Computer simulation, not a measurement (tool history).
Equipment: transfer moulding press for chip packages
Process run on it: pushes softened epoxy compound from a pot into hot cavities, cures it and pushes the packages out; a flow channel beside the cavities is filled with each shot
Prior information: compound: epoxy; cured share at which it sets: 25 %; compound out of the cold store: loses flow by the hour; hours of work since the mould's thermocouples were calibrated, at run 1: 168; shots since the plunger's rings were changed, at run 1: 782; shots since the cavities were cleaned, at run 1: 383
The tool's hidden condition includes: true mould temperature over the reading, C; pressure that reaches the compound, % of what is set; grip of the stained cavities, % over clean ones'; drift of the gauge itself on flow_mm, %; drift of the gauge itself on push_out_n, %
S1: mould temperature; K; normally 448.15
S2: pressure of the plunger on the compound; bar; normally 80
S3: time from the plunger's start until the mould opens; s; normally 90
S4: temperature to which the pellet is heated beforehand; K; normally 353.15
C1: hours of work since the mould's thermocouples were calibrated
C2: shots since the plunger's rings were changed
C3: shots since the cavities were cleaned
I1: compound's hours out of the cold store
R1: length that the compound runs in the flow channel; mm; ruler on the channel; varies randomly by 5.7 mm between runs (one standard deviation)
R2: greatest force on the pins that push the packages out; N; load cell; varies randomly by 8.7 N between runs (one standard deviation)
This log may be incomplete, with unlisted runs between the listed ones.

Run 1, hour 0: usual settings; C1 168; C2 782; C3 383; I1 16.9. Result: R1 684 mm, R2 570 N.
Run 2, hour 6.7: usual settings; C1 171; C2 837; C3 438; I1 20.9. Result: R1 665 mm, R2 575 N.
Run 3, hour 13: usual settings; C1 173; C2 889; C3 490; I1 18.9. Result: R1 662 mm, R2 579 N.
Run 4, hour 18: usual settings; C1 176; C2 931; C3 532; I1 16.4. Result: R1 676 mm, R2 599 N.
Run 5, hour 22.8: usual settings; C1 178; C2 971; C3 572; I1 34.8. Result: R1 613 mm, R2 576 N.
Run 6, hour 27.2: usual settings; C1 180; C2 1007; C3 608; I1 47.4. Result: R1 570 mm, R2 575 N.
Run 7, hour 36.2: usual settings; C1 184; C2 1082; C3 683; I1 21.5. Result: R1 651 mm, R2 619 N.
Run 8, hour 41.1: usual settings but S4 363.15 K; C1 186; C2 1122; C3 723; I1 30.7. Result: R1 617 mm, R2 617 N.
Run 9, hour 50: usual settings but S4 363.15 K; C1 190; C2 1196; C3 797; I1 43.6. Result: R1 583 mm, R2 595 N.
At hour 56.8: cavities cleaned with cleaning compound and waxed.
Run 10, hour 57.7: usual settings but S4 363.15 K; C1 193; C2 1248; C3 8; I1 41.8. Result: R1 577 mm, R2 379 N.
Run 11, hour 66.5: usual settings but S1 441.15 K, S4 363.15 K; C1 196; C2 1321; C3 81; I1 16.6. Result: R1 679 mm, R2 674 N.
Run 12, hour 71.8: usual settings but S1 441.15 K, S4 363.15 K; C1 199; C2 1365; C3 125; I1 28.7. Result: R1 649 mm, R2 681 N.
Run 13, hour 76.1: usual settings but S1 443.15 K; C1 201; C2 1400; C3 160; I1 10.5. Result: R1 696 mm, R2 680 N.
Run 14, hour 81.3: usual settings but S1 443.15 K; C1 203; C2 1443; C3 203; I1 16.7. Result: R1 675 mm, R2 663 N.
Run 15, hour 87.5: usual settings but S1 443.15 K; C1 206; C2 1495; C3 255; I1 13.1. Result: R1 688 mm, R2 720 N.
Run 16, hour 95.1: usual settings but S1 443.15 K, S4 354.15 K; C1 209; C2 1558; C3 318; I1 17.6. Result: R1 670 mm, R2 727 N.
Run 17, hour 99.3: usual settings but S1 443.15 K, S4 354.15 K; C1 211; C2 1592; C3 352; I1 32.6. Result: R1 609 mm, R2 689 N.
Run 18, hour 106.6: usual settings but S2 70.6 bar, S4 351.15 K; C1 214; C2 1653; C3 413; I1 44.2. Result: R1 534 mm, R2 531 N.
Run 19, hour 115.8: usual settings but S2 70.6 bar, S4 351.15 K; C1 218; C2 1729; C3 489; I1 36.8. Result: R1 557 mm, R2 550 N.
Run 20, hour 120.8: usual settings but S1 444.15 K, S2 81.7 bar, S4 359.15 K; C1 221; C2 1771; C3 531; I1 33.4. Result: R1 618 mm, R2 697 N.
Run 21, hour 127.8: usual settings but S1 444.15 K, S2 81.7 bar, S4 359.15 K; C1 224; C2 1829; C3 589; I1 20.6. Result: R1 655 mm, R2 735 N.
Run 22, hour 135.7: usual settings but S4 361.15 K; C1 227; C2 1894; C3 654; I1 10.5. Result: R1 689 mm, R2 610 N.
Run 23, hour 143.8: usual settings but S2 84.2 bar, S3 77 s, S4 343.15 K; C1 231; C2 1962; C3 722; I1 19.7. Result: R1 688 mm, R2 912 N.
Run 24, hour 148.2: usual settings but S2 84.2 bar, S3 86 s, S4 344.15 K; C1 233; C2 1998; C3 758; I1 22.9. Result: R1 667 mm, R2 687 N.
Run 25, hour 152.4: usual settings but S1 449.15 K, S2 75.5 bar, S3 97 s; C1 235; C2 2033; C3 793; I1 26.9. Result: R1 606 mm, R2 547 N.
Run 26, hour 157.2: usual settings but S1 449.15 K, S2 75.5 bar, S3 97 s; C1 237; C2 2072; C3 832; I1 30.2. Result: R1 598 mm, R2 555 N.
At hour 159.7: cavities cleaned with cleaning compound and waxed.
Run 27, hour 167.5: usual settings but S1 449.15 K, S2 75.5 bar, S3 97 s; C1 241; C2 2145; C3 64; I1 45.2. Result: R1 531 mm, R2 360 N.

For run 28, what comes out?
Run 28, hour 172.2: usual settings but S1 449.15 K, S2 68.5 bar, S3 97 s, S4 347.15 K; C1 243; C2 2185; C3 104; I1 44.5. Result: R1 ?, R2 ?.

R1: 518 mm
R2: 399 N
Were there no unlogged condition in the tool, this run, its random variation unchanged, would have produced R1 543 mm, R2 352 N.

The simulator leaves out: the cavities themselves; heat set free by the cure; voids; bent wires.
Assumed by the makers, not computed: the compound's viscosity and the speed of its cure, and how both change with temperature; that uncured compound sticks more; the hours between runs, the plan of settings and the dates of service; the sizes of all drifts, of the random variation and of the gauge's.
